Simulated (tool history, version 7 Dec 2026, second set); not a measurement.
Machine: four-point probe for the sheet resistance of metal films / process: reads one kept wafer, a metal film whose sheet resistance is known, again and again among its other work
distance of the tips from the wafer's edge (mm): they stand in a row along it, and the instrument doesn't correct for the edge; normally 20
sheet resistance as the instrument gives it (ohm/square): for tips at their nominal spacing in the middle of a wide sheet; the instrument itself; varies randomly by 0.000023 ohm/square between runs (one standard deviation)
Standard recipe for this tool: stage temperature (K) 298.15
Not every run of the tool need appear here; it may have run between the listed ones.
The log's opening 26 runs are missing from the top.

run	day	stage temperature (K)	distance of the tips from the wafer's edge (mm)	touches since the probe head was changed	hours of work since the stage's thermometer was calibrated	sheet resistance as the instrument gives it (ohm/square)
27	23.008	298.15	27	20410	910	0.113211
28	24.138	297.15	75	20916	930	0.113277
29	25.354	298.15	62	21461	950	0.113099
30	26.367	298.15	62	21914	967	0.113129
31	27.125	298.15	58	22255	980	0.113085
32	27.967	305.15	27	22631	994	0.112307
33	29.246	305.15	27	23204	1016	0.112319
34	30.412	294.15	6	23728	1036	0.115283
35	31.525	294.15	23	24225	1054	0.113758
36	32.158	294.15	23	24508	1065	0.113729
37	33.279	291.15	18	25011	1084	0.114187
38	34.546	295.15	5	25578	1106	0.115889
39	35.583	295.15	5	26043	1123	0.115899
40	36.738	299.15	4	26561	1143	0.11665
41	37.717	306.15	5	27000	1159	0.114439
42	38.45	306.15	5	27328	1172	0.114432
43	39.292	295.15	25	27705	1186	0.113508
44	39.975	297.15	25	28010	1197	0.113304
45	41.058	297.15	25	28495	1216	0.113282
46	41.958	292.15	20	28899	1231	0.113974

Branching from run 46: 3 alternative next runs. What would each branch give?
A	42.692	306.15	20	29228	1243	?
B	42.692	299.15	7	29228	1243	?
C	42.692	301.15	6	29228	1243	?

run	sheet resistance as the instrument gives it (ohm/square)
A	0.112234
B	0.114162
C	0.114356
The same runs, with their run-to-run variation unchanged, on a tool lacking any hidden condition would have given:
run	sheet resistance as the instrument gives it (ohm/square)
A	0.112718
B	0.114657
C	0.114851
